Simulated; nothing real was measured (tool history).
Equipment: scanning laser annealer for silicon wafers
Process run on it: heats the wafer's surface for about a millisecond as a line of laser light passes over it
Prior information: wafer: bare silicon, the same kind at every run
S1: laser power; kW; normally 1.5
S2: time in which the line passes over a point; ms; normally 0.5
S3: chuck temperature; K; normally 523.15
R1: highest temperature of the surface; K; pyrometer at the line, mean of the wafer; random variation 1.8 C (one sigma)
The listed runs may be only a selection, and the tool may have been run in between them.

run,day,S1,S2,S3,R1
1,0,1.5,0.5,523.15,1286.15
2,0.354,1.5,0.5,523.15,1288.15
3,0.583,1.5,0.5,523.15,1288.15
4,0.958,1.5,0.5,553.15,1316.15
5,1.275,1.5,0.5,553.15,1315.15
6,1.483,1.5,0.5,553.15,1314.15
7,1.688,1.5,0.5,553.15,1318.15
8,1.967,1.383,0.5,523.15,1230.15
9,2.2,1.383,0.5,523.15,1230.15
10,2.496,1.5,0.5,487.15,1248.15
11,2.754,1.5,0.5,487.15,1247.15
12,3.021,1.5,0.5,487.15,1249.15
13,3.358,1.5,0.5,487.15,1252.15
14,3.746,1.5,0.5,529.15,1291.15
15,4.029,1.5,0.5,506.15,1268.15
16,4.388,1.5,0.5,506.15,1270.15
17,4.629,1.5,0.5,523.15,1290.15
18,4.867,1.5,0.5,523.15,1287.15
19,5.196,1.5,0.5,523.15,1286.15
20,5.454,1.5,0.5,523.15,1287.15
21,5.708,1.5,0.5,523.15,1284.15
22,5.962,1.599,0.364,533.15,1213.15
23,6.304,1.599,0.364,533.15,1209.15
24,6.642,1.484,0.447,506.15,1212.15
25,6.958,1.549,0.478,549.15,1314.15
26,7.329,1.47,0.467,557.15,1276.15
27,7.688,1.47,0.406,545.15,1210.15
28,8.071,1.47,0.406,545.15,1212.15
29,8.242,1.379,0.583,518.15,1289.15
30,8.621,1.632,0.583,486.15,1391.15
31,8.8,1.568,0.5,523.15,1321.15
32,9.083,1.5,0.5,535.15,1295.15
33,9.471,1.601,0.415,493.15,1223.15
34,9.867,1.388,0.505,490.15,1202.15
35,10.067,1.341,0.505,515.15,1202.15
36,10.304,1.341,0.476,503.15,1166.15
37,10.571,1.421,0.541,486.15,1246.15
38,10.962,1.421,0.541,486.15,1244.15
39,11.358,1.421,0.382,486.15,1108.15
40,11.642,1.421,0.382,486.15,1107.15

Forecast each of these 5 alternatives for the next run:
A,11.888,1.351,0.542,486.15,?
B,11.888,1.5,0.354,523.15,?
C,11.888,1.344,0.379,523.15,?
D,11.888,1.638,0.382,486.15,?
E,11.888,1.494,0.382,560.15,?

run,R1
A,1208.15
B,1149.15
C,1106.15
D,1198.15
E,1213.15
With the hidden condition removed and each run's random variation left untouched, the same runs would have given:
run,R1
A,1210.15
B,1150.15
C,1107.15
D,1199.15
E,1214.15
